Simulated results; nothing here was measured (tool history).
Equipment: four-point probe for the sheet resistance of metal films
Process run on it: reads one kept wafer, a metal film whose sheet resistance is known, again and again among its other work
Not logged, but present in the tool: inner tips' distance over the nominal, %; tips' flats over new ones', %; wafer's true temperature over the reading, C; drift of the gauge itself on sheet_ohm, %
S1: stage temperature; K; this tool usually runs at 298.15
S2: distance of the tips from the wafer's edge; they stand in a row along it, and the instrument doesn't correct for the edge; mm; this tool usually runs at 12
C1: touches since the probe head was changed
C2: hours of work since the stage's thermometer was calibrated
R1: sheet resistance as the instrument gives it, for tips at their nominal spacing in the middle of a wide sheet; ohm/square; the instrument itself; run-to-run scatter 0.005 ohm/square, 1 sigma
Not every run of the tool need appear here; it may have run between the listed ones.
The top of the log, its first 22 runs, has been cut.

run 23 hour=657.2 | S1=300.15 S2=12 | C1=25472 C2=1137 | R1=24.971391
run 24 hour=678 | S1=294.15 S2=48 | C1=25963 C2=1150 | R1=24.978215
run 25 hour=694.9 | S1=298.15 S2=36 | C1=26363 C2=1160 | R1=24.949385
run 26 hour=722.9 | S1=298.15 S2=8 | C1=27026 C2=1178 | R1=25.042348
run 27 hour=747.7 | S1=298.15 S2=8 | C1=27611 C2=1193 | R1=25.033316
run 28 hour=776.1 | S1=304.15 S2=10 | C1=28281 C2=1211 | R1=24.963725
run 29 hour=804.9 | S1=304.15 S2=11 | C1=28962 C2=1229 | R1=24.950556
run 30 hour=831.4 | S1=294.15 S2=9 | C1=29589 C2=1246 | R1=25.04383
run 31 hour=854.2 | S1=294.15 S2=9 | C1=30127 C2=1260 | R1=25.040265
run 32 hour=886.6 | S1=294.15 S2=9 | C1=30893 C2=1280 | R1=25.04279
run 33 hour=905.9 | S1=294.15 S2=9 | C1=31349 C2=1292 | R1=25.039132

Run 34 comes next. What will it give?
run 34 hour=929.3 | S1=294.15 S2=9 | C1=31902 C2=1307 | R1=?

Run 34 gave R1 25.038968 ohm/square.
Without the tool's hidden state the same run would have given R1 25.039004 ohm/square.
